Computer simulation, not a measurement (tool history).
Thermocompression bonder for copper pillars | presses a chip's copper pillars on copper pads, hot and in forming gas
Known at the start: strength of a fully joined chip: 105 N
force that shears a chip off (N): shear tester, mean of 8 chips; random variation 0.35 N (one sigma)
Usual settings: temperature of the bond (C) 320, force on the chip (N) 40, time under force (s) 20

run,hour,temperature of the bond (C),force on the chip (N),time under force (s),force that shears a chip off (N)
1,0,320,40,20,50.7
2,8.3,320,40,20,50.8
3,18.1,320,40,20,51
4,28.1,320,40,20,50.6
5,36.5,320,40,20,49.9
6,45.5,320,40,20,50.5
7,57.6,322,40,20,50.8
8,68.8,320,40,20,50.9
9,85.2,320,40,20,49.9
10,98.9,342,40,20,58
11,106.9,342,40,20,57.9
12,117.5,339,41,20,58.3
13,132.7,339,41,20,57.3
# hour 143.2: forming gas filter changed
14,145.7,339,41,20,58.7
15,157.8,339,41,20,59.5
16,166.8,320,40,42,65.2
17,181,320,58,25,67

The next listed run, before its measurement:
18,191.5,320,58,25,?

Run 18 gave force that shears a chip off (N) 67.2.
Without the tool's hidden state the same run would have given force that shears a chip off (N) 67.1.
